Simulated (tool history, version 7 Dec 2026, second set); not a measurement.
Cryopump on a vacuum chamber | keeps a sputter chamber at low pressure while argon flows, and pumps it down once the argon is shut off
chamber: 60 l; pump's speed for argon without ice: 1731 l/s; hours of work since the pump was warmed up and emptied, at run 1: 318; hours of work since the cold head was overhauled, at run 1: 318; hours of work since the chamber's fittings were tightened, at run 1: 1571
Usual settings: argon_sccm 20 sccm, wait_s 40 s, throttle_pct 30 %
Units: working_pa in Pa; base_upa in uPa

run    hour  argon_sccm  wait_s  throttle_pct  hours of work since the pump was warmed up and emptied  hours of work since the cold head was overhauled  hours of work since the chamber's fittings were tightened  working_pa  base_upa
  1       0          20      40            30                                                     318                                               318                                                       1571      0.0675      2.24
  2    56.2          20      40            30                                                     356                                               356                                                       1608      0.0666      2.25
  3     117          20      40            30                                                     397                                               397                                                       1649      0.0687      2.23
  4   180.6          20      40            30                                                     439                                               439                                                       1692      0.0688      2.23
  5   283.3          20      40            30                                                     508                                               508                                                       1761      0.0689      2.25
  6   347.8          20      40            30                                                     552                                               552                                                       1804      0.0695      2.34
  7   464.2          20      40            28                                                     630                                               630                                                       1882      0.0741      2.43
  8   521.6          20      40            28                                                     668                                               668                                                       1921      0.0752      2.49
  9   602.4          20      40            28                                                     723                                               723                                                       1975      0.0758      2.46
 10   681.5          28      40            30                                                     776                                               776                                                       2028      0.1003      2.54
 11   779.7          20      40            30                                                     841                                               841                                                       2094      0.0716      2.57
 12   838.2          20      40            30                                                     881                                               881                                                       2133      0.0727      2.61
      932.5  -- leaking fittings of the chamber tightened, without venting
 13     948          20      40            30                                                     953                                               953                                                         10      0.0725      1.69
 14  1052.5          11      56            24                                                    1023                                              1023                                                         81      0.0488      1.32
 15  1128.7          20     300            22                                                    1074                                              1074                                                        132      0.0969      0.54
 16  1199.6          30     300            24                                                    1122                                              1122                                                        179       0.136      0.52
     1224.2  -- pump warmed up, emptied and cooled again
 17  1275.1          36      46            41                                                      34                                              1169                                                        227      0.0861      1.53
 18  1376.4          11      26            54                                                     102                                              1237                                                        295      0.0212      2.52
 19    1437          11      26            54                                                     143                                              1278                                                        335      0.0209      2.49
 20  1499.4          10      93            18                                                     185                                              1320                                                        377      0.0554      0.95
 21  1601.3          30     156            21                                                     253                                              1388                                                        445      0.1417      0.72
 22  1714.4          12      25            30                                                     329                                              1464                                                        521      0.0406      2.69
 23  1770.1          12      25            30                                                     366                                              1501                                                        559      0.0409      2.63
 24  1826.5          12      36            31                                                     404                                              1539                                                        597      0.0391      1.96
 25  1886.4          12      36            31                                                     444                                              1579                                                        637      0.0386      2.02

Forecast each of these 4 alternatives for the next run:
  A  1949.6          14      36            31                                                     487                                              1622                                                        679           ?         ?
  B  1949.6          16      40            27                                                     487                                              1622                                                        679           ?         ?
  C  1949.6           8      53            25                                                     487                                              1622                                                        679           ?         ?
  D  1949.6           9     285            31                                                     487                                              1622                                                        679           ?         ?

run  working_pa  base_upa
  A      0.0469      2.08
  B      0.0599      1.89
  C      0.0334      1.53
  D      0.0302      0.65
Without the tool's hidden state the same runs would have given:
run  working_pa  base_upa
  A      0.0446      1.81
  B      0.0572      1.62
  C       0.032      1.26
  D      0.0287      0.38
